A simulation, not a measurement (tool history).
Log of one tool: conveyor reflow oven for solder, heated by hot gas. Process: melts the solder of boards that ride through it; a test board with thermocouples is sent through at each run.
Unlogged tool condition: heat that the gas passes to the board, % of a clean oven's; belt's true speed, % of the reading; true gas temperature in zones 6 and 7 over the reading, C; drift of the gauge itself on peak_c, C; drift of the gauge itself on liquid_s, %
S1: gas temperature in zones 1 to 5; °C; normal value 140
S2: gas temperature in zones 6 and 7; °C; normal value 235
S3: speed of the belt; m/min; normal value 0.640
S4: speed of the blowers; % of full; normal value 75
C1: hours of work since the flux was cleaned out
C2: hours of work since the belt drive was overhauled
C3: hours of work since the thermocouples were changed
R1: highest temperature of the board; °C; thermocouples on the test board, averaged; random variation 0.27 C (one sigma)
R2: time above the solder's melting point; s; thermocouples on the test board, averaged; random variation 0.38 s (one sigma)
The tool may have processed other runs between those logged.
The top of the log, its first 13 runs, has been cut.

run   hour   S1   S2     S3  S4   C1   C2   C3     R1    R2
 14  318.4  140  235  0.640  86  118  341  361  220.5  52.1
 15  345.7  141  235  0.640  86  132  355  375  220.9  52.2
 16  379.5  140  235  0.640  75  149  372  392  218.0  50.8
     402.0  -- flux residue cleaned out of gas plates and filters
 17  404.6  140  235  0.640  71    1  382  403  217.4  49.6
 18  430.6  140  235  0.640  71   15  396  416  217.8  49.9
 19  451.5  142  235  0.640  89   25  406  427  221.2  53.6
 20  466.3  128  235  0.685  89   33  414  434  217.1  42.3
 21  496.1  128  235  0.685  89   48  429  450  216.7  43.0
 22  516.2  140  242  0.611  71   59  440  460  225.0  57.0
 23  531.8  140  242  0.611  71   67  448  468  225.2  56.9
 24  545.9  140  242  0.611  71   74  455  475  225.1  57.1
 25  566.2  140  242  0.611  71   84  465  486  225.4  56.6
 26  592.7  140  242  0.561  71   98  479  499  227.8  63.5
     615.2  -- thermocouples of zones 6 and 7 changed
 27  618.2  140  242  0.561  71  110  491    2  227.9  63.1
 28  652.4  140  237  0.642  71  127  509   19  219.4  50.8
 29  679.9  140  235  0.611  75  142  523   33  219.8  53.7
     716.9  -- flux residue cleaned out of gas plates and filters
 30  718.5  132  231  0.640  75    1  540   51  213.9  45.0
 31  732.8  132  231  0.640  75    8  547   58  213.9  45.5

Here are 3 independent what-if runs from the current tool condition. What would each one return?
  A  747.8  132  231  0.755  54  16  555  66   ?   ?
  B  747.8  140  231  0.640  75  16  555  66   ?   ?
  C  747.8  133  235  0.640  75  16  555  66   ?   ?

run     R1    R2
  A  201.3  27.0
  B  215.3  48.8
  C  217.6  48.3
Without the tool's hidden state the same runs would have given:
run     R1    R2
  A  201.3  26.9
  B  215.3  48.8
  C  217.6  48.2

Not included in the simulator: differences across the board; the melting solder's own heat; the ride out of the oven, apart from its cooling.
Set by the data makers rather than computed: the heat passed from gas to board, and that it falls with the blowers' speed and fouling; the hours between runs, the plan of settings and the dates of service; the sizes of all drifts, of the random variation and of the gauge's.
